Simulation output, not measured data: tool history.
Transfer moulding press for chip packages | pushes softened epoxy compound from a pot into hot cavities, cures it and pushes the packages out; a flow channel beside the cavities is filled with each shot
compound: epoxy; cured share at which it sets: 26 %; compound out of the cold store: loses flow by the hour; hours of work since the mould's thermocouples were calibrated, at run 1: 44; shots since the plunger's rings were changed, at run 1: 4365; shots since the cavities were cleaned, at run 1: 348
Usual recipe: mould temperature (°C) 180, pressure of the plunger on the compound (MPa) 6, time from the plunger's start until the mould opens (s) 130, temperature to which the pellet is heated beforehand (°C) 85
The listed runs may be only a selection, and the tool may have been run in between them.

run   hour  mould temperature (°C)  pressure of the plunger on the compound (MPa)  time from the plunger's start until the mould opens (s)  temperature to which the pellet is heated beforehand (°C)  hours of work since the mould's thermocouples were calibrated  shots since the plunger's rings were changed  shots since the cavities were cleaned  incoming compound's hours out of the cold store  length that the compound runs in the flow channel (mm)  greatest force on the pins that push the packages out (N)
  1      0                     180                                              6                                                      130                                                         85                                                             44                                          4365                                    348                                             25.7                                                     648                                                        430
  2   21.6                     180                                              6                                                      130                                                         85                                                             58                                          4561                                    544                                             22.6                                                     661                                                        451
      25.8  -- plunger's sealing rings changed
      32.6  -- cavities cleaned with cleaning compound and waxed
  3   51.4                     180                                              6                                                      130                                                         85                                                             74                                           218                                    170                                             44.4                                                     597                                                        370
  4   77.5                     180                                              6                                                      130                                                         85                                                             90                                           456                                    408                                             12.7                                                     723                                                        438
     100.4  -- cavities cleaned with cleaning compound and waxed
  5  101.9                     180                                              6                                                      130                                                         85                                                            105                                           663                                     13                                             23.7                                                     677                                                        319
  6  122.9                     185                                              6                                                      130                                                         85                                                            118                                           854                                    204                                             45.6                                                     582                                                        328
  7  146.8                     185                                              6                                                      130                                                         85                                                            133                                          1071                                    421                                               17                                                     691                                                        370
     150.4  -- mould's thermocouples calibrated
  8    166                     185                                              6                                                      130                                                         85                                                             10                                          1227                                    577                                               33                                                     626                                                        394
       170  -- cavities cleaned with cleaning compound and waxed
  9    190                     185                                              6                                                      130                                                         85                                                             24                                          1431                                    182                                             44.2                                                     584                                                        306
 10  214.4                     186                                           5.81                                                      155                                                         89                                                             39                                          1653                                    404                                             42.8                                                     576                                                        328
 11  233.9                     186                                           5.81                                                      155                                                         89                                                             51                                          1829                                    580                                             18.9                                                     666                                                        399
     237.7  -- cavities cleaned with cleaning compound and waxed
 12  258.6                     183                                           5.81                                                      111                                                         84                                                             66                                          2040                                    190                                               35                                                     608                                                        409
 13  281.6                     183                                           4.82                                                      111                                                         90                                                             80                                          2248                                    398                                              8.4                                                     651                                                        478
     306.1  -- cavities cleaned with cleaning compound and waxed
 14  313.3                     185                                           4.71                                                      163                                                         75                                                             99                                          2522                                     65                                             19.7                                                     597                                                        273

Forecast each of these 5 alternatives for the next run:
  A  339.4                     174                                           6.45                                                      163                                                         95                                                            115                                          2759                                    302                                             39.8                                                       ?                                                          ?
  B  339.4                     180                                              6                                                      168                                                         79                                                            115                                          2759                                    302                                             18.7                                                       ?                                                          ?
  C  339.4                     180                                           4.77                                                      130                                                         85                                                            115                                          2759                                    302                                             16.6                                                       ?                                                          ?
  D  339.4                     173                                           6.23                                                      163                                                         80                                                            115                                          2759                                    302                                             30.5                                                       ?                                                          ?
  E  339.4                     185                                              6                                                      130                                                         85                                                            115                                          2759                                    302                                             16.6                                                       ?                                                          ?

run  length that the compound runs in the flow channel (mm)  greatest force on the pins that push the packages out (N)
  A                                                     638                                                        400
  B                                                     687                                                        347
  C                                                     619                                                        409
  D                                                     668                                                        412
  E                                                     684                                                        353
With no hidden state in the tool, these same runs would have given:
run  length that the compound runs in the flow channel (mm)  greatest force on the pins that push the packages out (N)
  A                                                     651                                                        309
  B                                                     702                                                        270
  C                                                     632                                                        315
  D                                                     683                                                        315
  E                                                     699                                                        274
